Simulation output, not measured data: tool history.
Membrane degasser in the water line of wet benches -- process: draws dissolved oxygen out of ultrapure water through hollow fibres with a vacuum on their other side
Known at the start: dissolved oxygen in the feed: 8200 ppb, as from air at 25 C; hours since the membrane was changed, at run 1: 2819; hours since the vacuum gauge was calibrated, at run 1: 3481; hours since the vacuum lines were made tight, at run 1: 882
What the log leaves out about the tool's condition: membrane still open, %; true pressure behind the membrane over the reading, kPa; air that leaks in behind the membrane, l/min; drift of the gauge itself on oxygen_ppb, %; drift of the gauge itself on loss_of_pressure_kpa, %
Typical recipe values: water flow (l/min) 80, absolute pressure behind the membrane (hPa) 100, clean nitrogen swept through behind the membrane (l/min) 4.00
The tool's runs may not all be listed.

run    hour  water flow (l/min)  absolute pressure behind the membrane (hPa)  clean nitrogen swept through behind the membrane (l/min)  hours since the membrane was changed  hours since the vacuum gauge was calibrated  hours since the vacuum lines were made tight  dissolved oxygen in the water behind the degasser (ppb)  pressure that the water loses in the fibres (hPa)
  1     0.0                  80                                          100                                                      4.00                                  2819                                         3481                                           882                                                    453.1                                              439.0
  2    66.6                  64                                          100                                                      4.00                                  2885                                         3548                                           948                                                    328.9                                              353.3
  3   112.4                  62                                          100                                                      4.00                                  2931                                         3594                                           994                                                    312.1                                              342.4
  4   181.0                  57                                          100                                                      4.00                                  3000                                         3662                                          1063                                                    281.2                                              312.3
  5   238.4                  80                                          100                                                      4.00                                  3057                                         3720                                          1120                                                    456.2                                              441.0
  6   338.0                  80                                          100                                                      4.00                                  3157                                         3819                                          1220                                                    440.8                                              437.3
  7   395.2                  80                                          100                                                      4.00                                  3214                                         3876                                          1277                                                    452.1                                              443.0
  8   481.4                  80                                          100                                                      4.00                                  3300                                         3963                                          1363                                                    447.4                                              444.4
  9   532.0                  80                                          100                                                      4.00                                  3351                                         4013                                          1414                                                    450.2                                              440.7
 10   593.1                  80                                          100                                                      4.00                                  3412                                         4074                                          1475                                                    456.7                                              443.7
 11   661.2                  80                                          100                                                      4.00                                  3480                                         4142                                          1543                                                    458.1                                              440.2
 12   757.1                  80                                          100                                                      4.00                                  3576                                         4238                                          1639                                                    453.5                                              443.0
 13   842.2                  80                                          100                                                      5.36                                  3661                                         4323                                          1724                                                    381.2                                              442.8
 14   885.0                  80                                          100                                                      5.36                                  3704                                         4366                                          1767                                                    389.0                                              441.4
 15   977.7                  80                                          100                                                      5.36                                  3796                                         4459                                          1859                                                    386.8                                              441.9
 16  1030.9                  80                                          100                                                      5.36                                  3850                                         4512                                          1912                                                    389.9                                              441.2
 17  1109.3                  80                                          100                                                      5.36                                  3928                                         4591                                          1991                                                    387.2                                              446.2
 18  1198.7                  80                                          100                                                      5.36                                  4017                                         4680                                          2080                                                    392.5                                              446.4
 19  1267.3                 109                                          127                                                      4.27                                  4086                                         4748                                          2149                                                    811.0                                              604.5
 20  1347.7                  80                                          207                                                      4.00                                  4166                                         4829                                          2229                                                    874.4                                              441.8
 21  1397.8                  71                                          103                                                      6.27                                  4217                                         4879                                          2279                                                    305.6                                              394.5
 22  1459.2                  48                                           68                                                      6.27                                  4278                                         4940                                          2341                                                    104.5                                              263.3
 23  1544.8                  81                                          133                                                      8.59                                  4364                                         5026                                          2426                                                    389.5                                              448.5
 24  1608.5                  70                                          154                                                      4.06                                  4427                                         5090                                          2490                                                    553.4                                              390.3
 25  1655.0                  70                                          154                                                      4.06                                  4474                                         5136                                          2537                                                    562.0                                              386.0
 26  1724.3                  99                                           89                                                      2.20                                  4543                                         5206                                          2606                                                    744.1                                              542.6
 27  1772.7                  99                                           89                                                      2.20                                  4591                                         5254                                          2654                                                    755.2                                              549.2
 28  1854.8                  99                                          234                                                     10.12                                  4674                                         5336                                          2736                                                    711.7                                              548.4
 29  1949.2                  78                                           61                                                      4.02                                  4768                                         5430                                          2831                                                    280.9                                              433.1
 30  2025.3                  80                                          104                                                      9.65                                  4844                                         5506                                          2907                                                    310.0                                              447.0
     2062.7  -- vacuum gauge calibrated
 31  2075.7                  69                                           80                                                      9.65                                  4894                                           13                                          2957                                                    191.9                                              385.5
 32  2157.7                  69                                           80                                                      9.65                                  4976                                           95                                          3039                                                    188.1                                              384.9

What if the next run were any one of these 3? Each begins from the tool's condition after run 32:
  A  2199.8                  80                                           67                                                      8.78                                  5018                                          137                                          3081                                                        ?                                                  ?
  B  2199.8                  69                                           80                                                      3.42                                  5018                                          137                                          3081                                                        ?                                                  ?
  C  2199.8                  69                                           80                                                     11.97                                  5018                                          137                                          3081                                                        ?                                                  ?

run  dissolved oxygen in the water behind the degasser (ppb)  pressure that the water loses in the fibres (hPa)
  A                                                    237.8                                              449.6
  B                                                    321.3                                              379.1
  C                                                    176.2                                              382.7
Without the tool's hidden state the same runs would have given:
run  dissolved oxygen in the water behind the degasser (ppb)  pressure that the water loses in the fibres (hPa)
  A                                                    225.5                                              440.1
  B                                                    313.6                                              371.0
  C                                                    167.0                                              374.6

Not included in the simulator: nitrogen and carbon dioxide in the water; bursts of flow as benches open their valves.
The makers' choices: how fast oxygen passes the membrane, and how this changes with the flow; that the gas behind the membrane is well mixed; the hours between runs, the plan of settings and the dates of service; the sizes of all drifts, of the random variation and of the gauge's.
